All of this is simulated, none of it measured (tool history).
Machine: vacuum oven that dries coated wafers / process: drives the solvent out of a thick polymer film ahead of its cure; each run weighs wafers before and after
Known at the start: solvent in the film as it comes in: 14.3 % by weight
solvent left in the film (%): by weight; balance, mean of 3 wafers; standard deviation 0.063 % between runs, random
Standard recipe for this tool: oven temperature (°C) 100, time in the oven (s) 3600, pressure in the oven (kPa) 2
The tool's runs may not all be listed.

run	hour	oven temperature (°C)	time in the oven (s)	pressure in the oven (kPa)	solvent left in the film (%)
1	0	100	3600	2	4.52
2	23	100	4620	2	3.59
3	59.5	100	3360	2	4.77
4	87.8	100	3360	2	4.73
5	103.1	100	3360	2	4.88
6	121.4	100	3600	2	4.46
7	147.1	100	3600	2	4.63
8	169.3	100	3600	2	4.69
9	185.2	100	3600	2	4.64
10	209.8	100	3600	2	4.56
11	238.1	100	3600	1.11	4.06
12	253.9	100	3600	1.11	4.02
13	271.7	100	3600	1.11	4.16
14	303.9	100	3600	1.11	4.04
15	330.1	100	3600	2	4.64
16	348.8	100	3600	2	4.74
17	381	100	3060	4.16	6.36
18	415.1	93	3720	2.07	6.65

Run 19 is up next; what results do you expect?
19	434.2	93	2280	2.07	?

{"run 19": {"solvent left in the film (%)": 8.2}}
Without the tool's hidden state the same run would have given solvent left in the film (%) 7.34.
